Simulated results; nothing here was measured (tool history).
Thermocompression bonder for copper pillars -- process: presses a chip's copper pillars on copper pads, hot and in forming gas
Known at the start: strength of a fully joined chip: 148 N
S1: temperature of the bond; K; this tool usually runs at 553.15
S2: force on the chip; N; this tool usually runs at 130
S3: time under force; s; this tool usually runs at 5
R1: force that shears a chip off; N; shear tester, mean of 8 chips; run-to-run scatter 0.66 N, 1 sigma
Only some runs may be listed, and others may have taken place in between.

run 1 hour=0 | S1=553.15 S2=130 S3=5 | R1=69.6
run 2 hour=49.8 | S1=553.15 S2=130 S3=5 | R1=68.1
run 3 hour=113 | S1=553.15 S2=130 S3=5 | R1=66.2
run 4 hour=188.3 | S1=553.15 S2=130 S3=5 | R1=67.4
run 5 hour=276 | S1=570.15 S2=130 S3=5 | R1=77.6
run 6 hour=356.7 | S1=553.15 S2=130 S3=5 | R1=65.6
-- hour=392.6 forming gas filter changed
run 7 hour=453.6 | S1=553.15 S2=130 S3=5 | R1=71
run 8 hour=504.9 | S1=553.15 S2=130 S3=5 | R1=69.7
run 9 hour=583.1 | S1=553.15 S2=130 S3=5 | R1=69.6
-- hour=616.7 force cell calibrated
run 10 hour=653.5 | S1=553.15 S2=130 S3=5 | R1=71.9
run 11 hour=726.3 | S1=553.15 S2=87 S3=5 | R1=54.5
run 12 hour=796.6 | S1=553.15 S2=87 S3=5 | R1=53.3
run 13 hour=878.2 | S1=553.15 S2=87 S3=5 | R1=53.6
run 14 hour=943.1 | S1=553.15 S2=87 S3=5 | R1=52.2
run 15 hour=984.4 | S1=553.15 S2=87 S3=5 | R1=52.6
run 16 hour=1080 | S1=553.15 S2=87 S3=5 | R1=52.9
-- hour=1117.7 forming gas filter changed
run 17 hour=1158.6 | S1=553.15 S2=87 S3=5 | R1=55.8
run 18 hour=1250.6 | S1=553.15 S2=130 S3=9 | R1=87.2
run 19 hour=1317.7 | S1=554.15 S2=156 S3=14 | R1=107.7
run 20 hour=1387.4 | S1=560.15 S2=84 S3=12 | R1=77.3
run 21 hour=1476 | S1=560.15 S2=84 S3=12 | R1=77.7
run 22 hour=1531.8 | S1=564.15 S2=142 S3=14 | R1=107.3
run 23 hour=1600.2 | S1=538.15 S2=152 S3=7 | R1=76.1

Estimate the outcome of run 24 from the log above:
run 24 hour=1646.7 | S1=538.15 S2=152 S3=7 | R1=?

{"run 24": {"R1": 76.8}}
If the tool had no hidden condition, the same run with the same run-to-run variation would have returned R1 78.6 N.

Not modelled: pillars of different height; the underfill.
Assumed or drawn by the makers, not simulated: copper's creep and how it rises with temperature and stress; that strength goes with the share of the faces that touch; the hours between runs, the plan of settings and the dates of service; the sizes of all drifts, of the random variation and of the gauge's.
